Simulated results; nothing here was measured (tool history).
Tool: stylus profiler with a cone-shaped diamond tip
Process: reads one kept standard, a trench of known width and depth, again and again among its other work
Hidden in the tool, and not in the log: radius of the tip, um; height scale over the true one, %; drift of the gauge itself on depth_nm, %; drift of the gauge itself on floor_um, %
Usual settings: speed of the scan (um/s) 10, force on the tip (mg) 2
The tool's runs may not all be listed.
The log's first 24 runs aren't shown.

| run | day | speed of the scan (um/s) | force on the tip (mg) | scans with this tip | hours of work since the height scale was calibrated | depth of the trench (nm) | width of the trench's floor (um) |
|---|---|---|---|---|---|---|---|
| 25 | 15.458 | 7 | 1.78 | 4384 | 54 | 502.94 | 44.58 |
| 26 | 16.079 | 7 | 1.78 | 4455 | 61 | 502.63 | 44.59 |
|  | 16.308 | height scale calibrated on a step standard, once more |
| 27 | 16.521 | 7 | 1.78 | 4504 | 3 | 504.1 | 44.6 |
| 28 | 16.975 | 9 | 2.49 | 4556 | 8 | 504.95 | 44.59 |
| 29 | 17.738 | 9 | 2.49 | 4644 | 17 | 505.13 | 44.56 |
| 30 | 18.279 | 9 | 2.49 | 4706 | 24 | 505.17 | 44.57 |
| 31 | 18.867 | 9 | 2.49 | 4774 | 31 | 505 | 44.51 |
| 32 | 19.562 | 9 | 2.49 | 4854 | 39 | 504.81 | 44.48 |
| 33 | 20.038 | 9 | 4.35 | 4908 | 45 | 507.07 | 44.54 |
| 34 | 20.658 | 9 | 4.35 | 4980 | 52 | 507.2 | 44.5 |
| 35 | 21.504 | 21 | 5.37 | 5077 | 62 | 508.29 | 44.49 |
| 36 | 22.296 | 21 | 5.37 | 5168 | 72 | 508.07 | 44.37 |
| 37 | 22.667 | 3 | 5.37 | 5210 | 76 | 508.17 | 44.48 |
| 38 | 23.267 | 3 | 5.37 | 5280 | 84 | 508.1 | 44.45 |
| 39 | 23.971 | 5 | 1.5 | 5361 | 92 | 503.54 | 44.49 |
| 40 | 24.5 | 15 | 5.73 | 5421 | 98 | 508.22 | 44.45 |
| 41 | 25.2 | 11 | 2.4 | 5502 | 107 | 504.77 | 44.38 |
| 42 | 25.808 | 2 | 1.11 | 5572 | 114 | 502.57 | 44.44 |

Run 43 comes next. What will it give?
| 43 | 26.3 | 33 | 4.23 | 5628 | 120 | ? | ? |

Run 43 gave depth of the trench (nm) 506.77, width of the trench's floor (um) 44.22.
Without the tool's hidden state the same run would have given depth of the trench (nm) 506.94, width of the trench's floor (um) 45.43.

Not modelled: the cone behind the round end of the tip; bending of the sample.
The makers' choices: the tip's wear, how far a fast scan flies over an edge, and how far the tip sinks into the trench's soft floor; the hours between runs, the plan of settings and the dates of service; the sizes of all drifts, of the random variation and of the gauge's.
